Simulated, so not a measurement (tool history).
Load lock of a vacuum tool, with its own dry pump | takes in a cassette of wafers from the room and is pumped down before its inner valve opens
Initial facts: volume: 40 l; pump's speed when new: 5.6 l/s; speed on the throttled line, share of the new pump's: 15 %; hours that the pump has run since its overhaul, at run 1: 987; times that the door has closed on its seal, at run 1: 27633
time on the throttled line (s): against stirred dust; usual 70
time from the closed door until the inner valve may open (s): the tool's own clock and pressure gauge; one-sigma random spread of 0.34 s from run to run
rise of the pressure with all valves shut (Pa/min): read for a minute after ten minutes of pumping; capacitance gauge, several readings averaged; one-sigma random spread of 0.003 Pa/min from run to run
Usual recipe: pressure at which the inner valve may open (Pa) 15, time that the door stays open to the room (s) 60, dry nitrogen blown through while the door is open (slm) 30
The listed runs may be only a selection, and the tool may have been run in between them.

run    hour  time on the throttled line (s)  pressure at which the inner valve may open (Pa)  time that the door stays open to the room (s)  dry nitrogen blown through while the door is open (slm)  hours that the pump has run since its overhaul  times that the door has closed on its seal  incoming humidity of the room's air, %  time from the closed door until the inner valve may open (s)  rise of the pressure with all valves shut (Pa/min)
  1       0                              70                                               15                                             60                                                       30                                             987                                       27633                                    47.4                                                         121.8                                               0.256
  2    64.6                              70                                               15                                             60                                                       30                                            1052                                       27751                                    47.3                                                         122.6                                               0.258
  3   118.7                              70                                               15                                             60                                                       30                                            1106                                       27850                                    47.9                                                         122.4                                               0.258
  4   205.7                              70                                               25                                             60                                                       30                                            1193                                       28008                                    43.4                                                         119.1                                               0.267
  5   281.1                              70                                               25                                             60                                                       30                                            1268                                       28146                                    47.7                                                         118.3                                               0.258
  6   366.7                              70                                               25                                             60                                                       30                                            1354                                       28302                                    44.9                                                         119.3                                                0.26
  7   420.2                              70                                               15                                             73                                                       30                                            1407                                       28399                                    42.8                                                         122.6                                               0.267
  8   514.8                              63                                               15                                             73                                                       30                                            1502                                       28572                                      46                                                         116.4                                               0.265
  9   621.9                              70                                               26                                            194                                                       30                                            1609                                       28767                                    47.7                                                         118.6                                                0.28
 10   739.2                              57                                               30                                            136                                                        4                                            1727                                       28981                                      47                                                         105.9                                               0.303
 11   838.9                              57                                               30                                            136                                                        4                                            1826                                       29163                                    45.1                                                         105.9                                               0.312
 12   936.9                              57                                               30                                            136                                                        4                                            1924                                       29341                                      48                                                           106                                               0.311
 13  1007.6                              70                                               13                                             49                                                       30                                            1995                                       29470                                    43.8                                                         123.5                                               0.288
 14  1124.9                              70                                               13                                             49                                                       30                                            2112                                       29684                                      48                                                         123.5                                               0.279
 15  1210.8                              70                                               13                                             49                                                       30                                            2198                                       29841                                    43.4                                                         123.3                                               0.285

What if the next run were any one of these 3? Each begins from the tool's condition after run 15:
  A  1281.6                              59                                               15                                             60                                                       39                                            2269                                       29970                                    45.7                                                             ?                                                   ?
  B  1281.6                              38                                               15                                             60                                                       30                                            2269                                       29970                                    43.2                                                             ?                                                   ?
  C  1281.6                              70                                               13                                             49                                                        4                                            2269                                       29970                                    44.7                                                             ?                                                   ?

run  time from the closed door until the inner valve may open (s)  rise of the pressure with all valves shut (Pa/min)
  A                                                         113.3                                               0.283
  B                                                          95.3                                                0.29
  C                                                         123.4                                               0.294
What these runs would have given with no unlogged condition in the tool:
run  time from the closed door until the inner valve may open (s)  rise of the pressure with all valves shut (Pa/min)
  A                                                         113.6                                               0.014
  B                                                          95.6                                               0.017
  C                                                         123.7                                               0.026

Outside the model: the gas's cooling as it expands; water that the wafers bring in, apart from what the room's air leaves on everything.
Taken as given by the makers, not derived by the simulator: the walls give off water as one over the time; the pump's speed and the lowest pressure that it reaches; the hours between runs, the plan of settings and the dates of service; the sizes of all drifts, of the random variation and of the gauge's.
